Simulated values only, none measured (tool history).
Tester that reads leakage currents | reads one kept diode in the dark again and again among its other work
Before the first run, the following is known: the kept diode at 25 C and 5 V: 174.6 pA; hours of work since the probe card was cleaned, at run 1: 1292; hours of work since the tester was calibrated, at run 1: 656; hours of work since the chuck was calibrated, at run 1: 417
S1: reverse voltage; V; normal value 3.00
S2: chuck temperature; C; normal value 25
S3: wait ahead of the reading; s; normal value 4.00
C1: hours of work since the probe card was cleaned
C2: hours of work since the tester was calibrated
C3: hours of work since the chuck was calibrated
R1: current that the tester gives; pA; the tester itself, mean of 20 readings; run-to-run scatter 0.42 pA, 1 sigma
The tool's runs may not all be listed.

Run 1, day 0.000: usual settings; C1 1292; C2 656; C3 417. Result: R1 138.89 pA.
Run 2, day 1.954: usual settings; C1 1312; C2 677; C3 438. Result: R1 138.42 pA.
Run 3, day 2.812: usual settings but S3 2.05 s; C1 1322; C2 686; C3 447. Result: R1 138.79 pA.
Run 4, day 4.683: usual settings but S2 34 C; C1 1341; C2 706; C3 467. Result: R1 280.58 pA.
Run 5, day 6.642: usual settings but S2 34 C, S3 2.96 s; C1 1362; C2 727; C3 488. Result: R1 282.05 pA.
Run 6, day 7.958: usual settings but S1 6.59 V; C1 1376; C2 741; C3 502. Result: R1 198.35 pA.
Run 7, day 9.833: usual settings but S1 6.59 V; C1 1396; C2 761; C3 522. Result: R1 198.14 pA.
Run 8, day 10.858: usual settings but S1 6.59 V, S3 1.96 s; C1 1407; C2 772; C3 533. Result: R1 199.32 pA.
Run 9, day 11.950: usual settings but S1 6.59 V, S3 1.96 s; C1 1419; C2 783; C3 544. Result: R1 198.29 pA.
Run 10, day 12.783: usual settings but S1 6.59 V, S3 1.96 s; C1 1428; C2 792; C3 553. Result: R1 199.10 pA.
Run 11, day 14.433: usual settings but S2 43 C; C1 1445; C2 810; C3 571. Result: R1 549.70 pA.
Run 12, day 16.050: usual settings but S2 43 C; C1 1462; C2 827; C3 588. Result: R1 551.19 pA.
Run 13, day 17.146: usual settings but S2 43 C; C1 1474; C2 838; C3 600. Result: R1 551.21 pA.
Run 14, day 18.717: usual settings but S2 43 C; C1 1491; C2 855; C3 616. Result: R1 550.55 pA.
Run 15, day 20.683: usual settings but S3 1.98 s; C1 1512; C2 876; C3 637. Result: R1 138.09 pA.
Run 16, day 21.679: usual settings but S2 31 C; C1 1522; C2 887; C3 648. Result: R1 222.32 pA.
At day 22.258: probe card cleaned and baked.
Run 17, day 23.192: usual settings but S1 11.41 V, S2 24 C, S3 1.84 s; C1 10; C2 901; C3 663. Result: R1 237.33 pA.
Run 18, day 24.488: usual settings but S1 11.41 V, S2 50 C, S3 0.46 s; C1 24; C2 915; C3 676. Result: R1 1658.66 pA.
Run 19, day 25.567: usual settings but S1 1.25 V, S2 40 C, S3 0.30 s; C1 35; C2 927; C3 688. Result: R1 298.73 pA.
Run 20, day 27.279: usual settings but S1 1.25 V, S2 40 C, S3 0.30 s; C1 53; C2 945; C3 706. Result: R1 297.72 pA.
Run 21, day 28.646: usual settings but S1 1.25 V, S2 40 C, S3 0.30 s; C1 68; C2 959; C3 721. Result: R1 297.10 pA.
Run 22, day 29.967: usual settings but S1 1.25 V, S2 40 C, S3 0.30 s; C1 82; C2 973; C3 735. Result: R1 298.58 pA.
Run 23, day 31.812: usual settings but S1 2.93 V, S2 59 C; C1 102; C2 993; C3 754. Result: R1 1633.63 pA.
Run 24, day 33.188: usual settings but S1 2.93 V, S2 59 C; C1 116; C2 1008; C3 769. Result: R1 1642.78 pA.
At day 34.200: chuck's temperature calibrated.
Run 25, day 34.362: usual settings but S1 4.75 V, S2 57 C, S3 5.25 s; C1 128; C2 1019; C3 2. Result: R1 1793.70 pA.
Run 26, day 36.292: usual settings but S1 4.75 V, S2 57 C, S3 5.25 s; C1 148; C2 1040; C3 22. Result: R1 1799.98 pA.
Run 27, day 37.425: usual settings but S1 4.75 V, S2 57 C, S3 5.25 s; C1 160; C2 1052; C3 34. Result: R1 1797.11 pA.
Run 28, day 38.592: usual settings but S1 2.25 V, S2 32 C, S3 1.36 s; C1 173; C2 1064; C3 47. Result: R1 212.22 pA.
Run 29, day 40.208: usual settings but S1 2.39 V, S2 32 C, S3 1.36 s; C1 190; C2 1082; C3 64. Result: R1 218.81 pA.
Run 30, day 41.696: usual settings but S3 1.99 s; C1 206; C2 1097; C3 80. Result: R1 138.46 pA.
Run 31, day 42.933: usual settings but S2 30 C, S3 0.30 s; C1 219; C2 1110; C3 93. Result: R1 209.29 pA.
Run 32, day 44.858: usual settings but S1 9.99 V, S2 28 C, S3 0.30 s; C1 239; C2 1131; C3 113. Result: R1 314.89 pA.

For each run, the measured value with the value that run would have given without the tool's hidden condition subtracted. The run-to-run variation is shared by both, the gauge scatter possibly not:
Hidden state at play: stray current of the dirty probe card, pA a volt; current scale over the true one, %; true chuck temperature over the reading, C; drift of the gauge itself on leakage_pa, %.
run     R1
  1  -0.14
  2  -0.15
  3  -0.16
  4  -0.38
  5  -0.40
  6  -0.22
  7  -0.24
  8  -0.25
  9  -0.25
 10  -0.26
 11  -0.95
 12  -0.98
 13  -1.01
 14  -1.04
 15  -0.26
 16  -0.44
 17  -0.58
 18  -3.51
 19  -0.69
 20  -0.71
 21  -0.73
 22  -0.74
 23  -3.72
 24  -3.82
 25  +0.47
 26  +0.35
 27  +0.27
 28  +0.02
 29  +0.01
 30  +0.01
 31  +0.00
 32  -0.02

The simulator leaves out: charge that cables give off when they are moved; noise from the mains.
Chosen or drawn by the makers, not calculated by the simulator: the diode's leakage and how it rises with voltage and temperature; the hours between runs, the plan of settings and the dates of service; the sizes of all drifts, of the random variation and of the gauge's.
